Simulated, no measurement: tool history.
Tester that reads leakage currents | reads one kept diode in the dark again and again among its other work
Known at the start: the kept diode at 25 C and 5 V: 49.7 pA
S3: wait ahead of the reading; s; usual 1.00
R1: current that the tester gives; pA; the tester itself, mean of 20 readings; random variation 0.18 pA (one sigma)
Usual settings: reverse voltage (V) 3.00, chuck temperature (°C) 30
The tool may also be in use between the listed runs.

{"run": 1, "hour": 0.0, "reverse voltage (V)": 3.0, "chuck temperature (°C)": 30, "S3": 1.0, "R1": 58.87}
{"run": 2, "hour": 46.0, "reverse voltage (V)": 3.0, "chuck temperature (°C)": 30, "S3": 1.0, "R1": 58.85}
{"run": 3, "hour": 72.1, "reverse voltage (V)": 3.0, "chuck temperature (°C)": 30, "S3": 1.0, "R1": 58.86}
{"run": 4, "hour": 111.4, "reverse voltage (V)": 3.0, "chuck temperature (°C)": 45, "S3": 1.0, "R1": 199.83}
{"run": 5, "hour": 145.8, "reverse voltage (V)": 3.0, "chuck temperature (°C)": 30, "S3": 1.0, "R1": 59.36}
{"run": 6, "hour": 166.4, "reverse voltage (V)": 3.0, "chuck temperature (°C)": 59, "S3": 1.0, "R1": 569.12}
{"run": 7, "hour": 212.6, "reverse voltage (V)": 3.0, "chuck temperature (°C)": 59, "S3": 1.0, "R1": 569.01}
{"run": 8, "hour": 255.7, "reverse voltage (V)": 3.0, "chuck temperature (°C)": 59, "S3": 1.0, "R1": 565.04}
{"run": 9, "hour": 295.6, "reverse voltage (V)": 3.0, "chuck temperature (°C)": 59, "S3": 1.0, "R1": 569.43}
{"run": 10, "hour": 323.0, "reverse voltage (V)": 3.0, "chuck temperature (°C)": 59, "S3": 1.0, "R1": 568.36}
{"run": 11, "hour": 351.6, "reverse voltage (V)": 3.0, "chuck temperature (°C)": 59, "S3": 1.0, "R1": 569.46}
{"run": 12, "hour": 384.4, "reverse voltage (V)": 3.0, "chuck temperature (°C)": 59, "S3": 1.0, "R1": 565.74}
{"run": 13, "hour": 407.1, "reverse voltage (V)": 8.32, "chuck temperature (°C)": 30, "S3": 1.0, "R1": 104.55}
{"run": 14, "hour": 453.0, "reverse voltage (V)": 2.63, "chuck temperature (°C)": 30, "S3": 2.25, "R1": 55.32}
{"run": 15, "hour": 475.9, "reverse voltage (V)": 1.04, "chuck temperature (°C)": 27, "S3": 0.46, "R1": 25.76}
{"run": 16, "hour": 496.9, "reverse voltage (V)": 5.17, "chuck temperature (°C)": 38, "S3": 1.01, "R1": 155.62}
{"run": 17, "hour": 520.5, "reverse voltage (V)": 5.17, "chuck temperature (°C)": 38, "S3": 1.01, "R1": 155.45}

Run 18 comes next. What will it give?
{"run": 18, "hour": 558.9, "reverse voltage (V)": 15.46, "chuck temperature (°C)": 51, "S3": 4.77, "R1": "?"}

{"run 18": {"R1": 783.25}}
Without the tool's hidden state the same run would have given R1 769.67 pA.
